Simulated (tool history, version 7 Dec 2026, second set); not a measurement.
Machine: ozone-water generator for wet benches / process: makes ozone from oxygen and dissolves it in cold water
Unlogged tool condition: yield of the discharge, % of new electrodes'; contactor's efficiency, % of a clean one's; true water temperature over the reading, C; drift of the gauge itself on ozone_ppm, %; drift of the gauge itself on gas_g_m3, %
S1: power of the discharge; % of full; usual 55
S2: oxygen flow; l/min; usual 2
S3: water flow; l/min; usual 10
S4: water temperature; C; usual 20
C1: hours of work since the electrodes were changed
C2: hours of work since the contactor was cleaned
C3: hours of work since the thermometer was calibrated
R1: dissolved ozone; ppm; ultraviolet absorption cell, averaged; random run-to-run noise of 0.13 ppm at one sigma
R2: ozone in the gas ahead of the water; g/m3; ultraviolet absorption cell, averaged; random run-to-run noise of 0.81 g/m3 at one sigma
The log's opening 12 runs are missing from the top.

run    hour  S1    S2  S3  S4    C1    C2    C3    R1     R2
 13  1254.8  55     2  10  21  3744  6879  4086  11.5  121.9
 14  1404.9  60     2  10  20  3855  6991  4198  12.4  131.7
 15  1511.1  60     2  10  20  3934  7070  4277  12.5  130.7
 16  1589.4  60     2  10  20  3993  7128  4335    12  129.7
 17  1706.5  60     2  10  20  4080  7215  4423  12.3  130.4
 18  1779.6  76  3.31   7  18  4134  7270  4477  21.1    131
     1819.7  -- water thermometer calibrated
 19  1890.7  80  2.24   7  13  4217  7352    53  22.8  155.9
 20  1979.2  55     2  10  21  4282  7418   119  11.4    123
 21  2083.3  55     2  10  21  4360  7495   196  11.3  120.9
 22  2195.6  45     2  15  21  4444  7579   280   6.7  103.6
 23  2314.5  72     2   7  15  4532  7668   368  19.9  147.4
 24  2425.3  72     2   7  15  4615  7750   451  19.8  148.5
 25  2509.8  55  1.02  10  17  4677  7813   514   9.3  151.7
 26  2622.8  55  1.02  10  17  4762  7897   598   9.3    154
 27  2695.6  66     2  13  20  4816  7951   652  10.3  138.8
 28  2828.1  66     2  13  20  4914  8050   751  10.1  139.9
 29  2913.4  84  3.52   8  17  4978  8113   814  21.1  136.2
 30  3039.7  84  3.52   8  17  5072  8207   908  20.8  135.3
 31  3182.1  55     2  12  12  5178  8313  1014  10.4  118.1
 32  3267.9  51     2  12  17  5242  8377  1078   9.2  112.1

Below are 5 alternative next runs, each starting from the tool's condition after run 32. Predict each:
  A  3359.4  53  1.07  10  20  5310  8445  1146   ?   ?
  B  3359.4  83     2   8  18  5310  8445  1146   ?   ?
  C  3359.4  55  2.86  10  16  5310  8445  1146   ?   ?
  D  3359.4  82  2.71  12  18  5310  8445  1146   ?   ?
  E  3359.4  55     2  16  13  5310  8445  1146   ?   ?

run    R1     R2
  A   8.9  145.4
  B  18.9  161.9
  C    13  106.1
  D  14.3  145.3
  E   7.7  119.5
Stripped of hidden state, with their random variation kept, the same runs would have yielded:
run    R1     R2
  A  10.1    155
  B    22  177.4
  C  14.8  113.3
  D  16.9  159.2
  E     9  127.6
